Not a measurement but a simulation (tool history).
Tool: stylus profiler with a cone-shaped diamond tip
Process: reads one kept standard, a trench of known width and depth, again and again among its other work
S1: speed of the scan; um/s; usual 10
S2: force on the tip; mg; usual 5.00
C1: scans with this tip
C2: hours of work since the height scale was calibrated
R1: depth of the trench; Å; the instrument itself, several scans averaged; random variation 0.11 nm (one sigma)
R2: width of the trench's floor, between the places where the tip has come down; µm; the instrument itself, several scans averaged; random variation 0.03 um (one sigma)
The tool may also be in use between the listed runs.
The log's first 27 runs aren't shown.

run	hour	S1	S2	C1	C2	R1	R2
28	373.7	37	5.99	3465	286	5115.7	46.43
29	385.1	37	5.99	3534	291	5115.9	46.48
30	403.5	19	2.87	3643	301	5069.9	46.49
31	421.2	3	3.93	3750	309	5087.0	46.53
32	430.4	10	10.89	3805	314	5176.0	46.49
33	449.8	10	10.89	3921	323	5175.7	46.55
34	469.0	13	1.67	4036	333	5047.5	46.47
35	480.5	4	7.24	4105	339	5131.9	46.51
36	492.9	24	5.04	4180	345	5101.4	46.41
37	505.5	6	12.65	4255	351	5195.5	46.50
38	513.8	6	12.65	4305	355	5194.1	46.43
39	526.6	6	12.65	4382	361	5194.3	46.48
40	536.0	33	2.18	4438	366	5056.2	46.32

5 ways to go on from here, each from the tool as it stands after run 40. What would each give?
A	552.6	5	4.48	4538	374	?	?
B	552.6	25	9.53	4538	374	?	?
C	552.6	33	14.60	4538	374	?	?
D	552.6	8	7.10	4538	374	?	?
E	552.6	4	1.77	4538	374	?	?

run	R1	R2
A	5092.7	46.44
B	5159.2	46.39
C	5214.1	46.41
D	5129.6	46.42
E	5049.6	46.51
Without the tool's hidden state the same runs would have given:
run	R1	R2
A	5097.4	46.97
B	5164.0	46.91
C	5218.9	46.93
D	5134.4	46.95
E	5054.2	47.03

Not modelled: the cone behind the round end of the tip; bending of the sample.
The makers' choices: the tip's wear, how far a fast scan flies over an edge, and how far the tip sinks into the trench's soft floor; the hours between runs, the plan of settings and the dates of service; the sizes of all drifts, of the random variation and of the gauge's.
